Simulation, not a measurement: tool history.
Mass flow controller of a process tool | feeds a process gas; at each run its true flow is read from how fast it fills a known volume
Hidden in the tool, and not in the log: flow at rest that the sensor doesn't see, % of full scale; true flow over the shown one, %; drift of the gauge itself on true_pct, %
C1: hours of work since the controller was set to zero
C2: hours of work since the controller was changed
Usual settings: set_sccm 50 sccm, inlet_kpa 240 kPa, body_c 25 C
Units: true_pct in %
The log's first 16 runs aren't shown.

run 17 day=33.750 | set_sccm=78 inlet_kpa=240 body_c=25 | C1=2453 C2=2453 | true_pct=98.58
run 18 day=36.912 | set_sccm=78 inlet_kpa=240 body_c=25 | C1=2502 C2=2502 | true_pct=98.70
run 19 day=38.342 | set_sccm=78 inlet_kpa=240 body_c=25 | C1=2524 C2=2524 | true_pct=98.59
run 20 day=39.721 | set_sccm=78 inlet_kpa=240 body_c=25 | C1=2546 C2=2546 | true_pct=98.63
run 21 day=42.862 | set_sccm=78 inlet_kpa=240 body_c=25 | C1=2595 C2=2595 | true_pct=98.76
run 22 day=45.054 | set_sccm=54 inlet_kpa=241 body_c=25 | C1=2629 C2=2629 | true_pct=98.21
run 23 day=47.529 | set_sccm=54 inlet_kpa=241 body_c=25 | C1=2667 C2=2667 | true_pct=98.26
run 24 day=48.846 | set_sccm=50 inlet_kpa=160 body_c=34 | C1=2688 C2=2688 | true_pct=98.30
run 25 day=51.629 | set_sccm=50 inlet_kpa=160 body_c=34 | C1=2731 C2=2731 | true_pct=98.27
-- day=51.917 controller's zero set anew
run 26 day=54.592 | set_sccm=58 inlet_kpa=238 body_c=31 | C1=42 C2=2777 | true_pct=98.34
run 27 day=57.638 | set_sccm=58 inlet_kpa=255 body_c=32 | C1=89 C2=2824 | true_pct=98.50
run 28 day=60.288 | set_sccm=58 inlet_kpa=235 body_c=35 | C1=130 C2=2865 | true_pct=98.40
run 29 day=62.446 | set_sccm=50 inlet_kpa=240 body_c=23 | C1=164 C2=2899 | true_pct=98.79
-- day=62.704 controller's zero set anew, once more
run 30 day=65.433 | set_sccm=50 inlet_kpa=240 body_c=23 | C1=42 C2=2945 | true_pct=97.55
run 31 day=67.321 | set_sccm=50 inlet_kpa=240 body_c=23 | C1=72 C2=2975 | true_pct=97.59
run 32 day=69.071 | set_sccm=50 inlet_kpa=240 body_c=23 | C1=99 C2=3002 | true_pct=97.44
run 33 day=71.062 | set_sccm=16 inlet_kpa=240 body_c=23 | C1=130 C2=3033 | true_pct=97.09
run 34 day=73.812 | set_sccm=41 inlet_kpa=180 body_c=23 | C1=173 C2=3076 | true_pct=97.44
run 35 day=76.475 | set_sccm=50 inlet_kpa=275 body_c=25 | C1=214 C2=3117 | true_pct=97.37
run 36 day=77.879 | set_sccm=50 inlet_kpa=146 body_c=21 | C1=236 C2=3139 | true_pct=97.84
run 37 day=80.708 | set_sccm=12 inlet_kpa=240 body_c=37 | C1=280 C2=3183 | true_pct=96.87

Forecast each of these 4 alternatives for the next run:
run A day=83.429 | set_sccm=44 inlet_kpa=155 body_c=26 | C1=323 C2=3225 | true_pct=?
run B day=83.429 | set_sccm=86 inlet_kpa=160 body_c=21 | C1=323 C2=3225 | true_pct=?
run C day=83.429 | set_sccm=62 inlet_kpa=240 body_c=23 | C1=323 C2=3225 | true_pct=?
run D day=83.429 | set_sccm=50 inlet_kpa=150 body_c=22 | C1=323 C2=3225 | true_pct=?

run=A true_pct=97.57
run=B true_pct=98.52
run=C true_pct=97.70
run=D true_pct=97.79
Without the tool's hidden state the same runs would have given:
run=A true_pct=98.84
run=B true_pct=99.92
run=C true_pct=99.04
run=D true_pct=99.10

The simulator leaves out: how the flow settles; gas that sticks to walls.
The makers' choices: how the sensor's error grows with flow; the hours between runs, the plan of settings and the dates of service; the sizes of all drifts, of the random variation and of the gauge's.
